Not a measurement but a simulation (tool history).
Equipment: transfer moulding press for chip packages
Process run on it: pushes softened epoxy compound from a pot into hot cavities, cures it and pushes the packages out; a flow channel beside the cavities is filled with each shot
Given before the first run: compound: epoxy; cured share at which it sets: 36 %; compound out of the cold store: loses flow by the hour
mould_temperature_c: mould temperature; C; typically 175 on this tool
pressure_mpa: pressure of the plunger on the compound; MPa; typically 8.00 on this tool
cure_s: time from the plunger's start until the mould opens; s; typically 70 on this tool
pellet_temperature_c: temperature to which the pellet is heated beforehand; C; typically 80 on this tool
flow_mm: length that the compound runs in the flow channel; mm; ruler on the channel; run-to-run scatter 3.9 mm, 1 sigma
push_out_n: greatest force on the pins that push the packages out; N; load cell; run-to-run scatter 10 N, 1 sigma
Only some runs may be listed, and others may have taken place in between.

run,hour,mould_temperature_c,pressure_mpa,cure_s,pellet_temperature_c,incoming compound's hours out of the cold store,flow_mm,push_out_n
1,0.0,175,8.00,70,80,23.7,725,537
2,8.4,175,8.00,70,80,35.5,689,601
3,16.1,174,8.00,70,80,44.0,660,688
4,27.1,175,8.00,74,80,12.2,775,686
5,37.8,175,8.00,74,80,14.8,757,730
6,44.1,175,8.00,74,80,38.6,669,712
7,48.7,175,8.00,74,80,34.5,676,749
8,59.4,175,8.00,74,80,15.6,752,798
9,69.1,175,8.00,74,80,13.3,761,890
10,76.4,175,8.00,74,80,15.4,751,860
# hour 82.3: cavities cleaned with cleaning compound and waxed
11,88.4,175,8.00,70,80,34.4,681,524
12,94.2,175,8.00,70,80,34.8,676,551
13,101.2,175,8.00,70,80,17.7,741,642
14,107.6,175,8.00,70,78,14.9,746,699
15,117.2,169,8.00,58,79,41.0,665,1539
16,123.7,180,8.67,76,76,38.5,683,579
17,134.2,175,8.00,63,87,28.9,693,980
18,141.5,175,8.00,63,87,41.0,649,994
19,151.7,176,6.91,107,81,17.8,681,615
20,157.2,180,6.51,107,81,22.0,646,621
21,161.8,180,6.51,59,79,35.2,598,935
22,172.4,178,7.26,70,83,44.9,606,775
# hour 175.3: cavities cleaned with cleaning compound and waxed
23,181.2,175,6.79,89,71,24.8,651,382
24,188.7,175,6.79,89,71,31.7,629,433
25,196.4,175,8.82,89,80,22.0,758,487
26,205.5,175,8.82,89,80,47.4,658,543
27,212.5,175,8.82,89,80,25.4,739,561
28,220.9,175,8.82,89,80,16.1,771,567

Hidden state or all else? Some run-to-run changes of flow_mm, split into what the settings, what came in and random variation would give without the hidden state, and what is left for the hidden state (with any gauge scatter that isn't in both results):
Hidden conditions of the tool in this case: true mould temperature over the reading, C; pressure that reaches the compound, % of what is set; grip of the stained cavities, % over clean ones'; drift of the gauge itself on flow_mm, %; drift of the gauge itself on push_out_n, %.
Run 3 -> 4: mould_temperature_c 174 -> 175, cure_s 70 -> 74. flow_mm +115 mm: hidden state -5, all else +120.
Run 24 -> 25: pressure_mpa 6.79 -> 8.82, pellet_temperature_c 71 -> 80. flow_mm +129 mm: hidden state -6, all else +135.
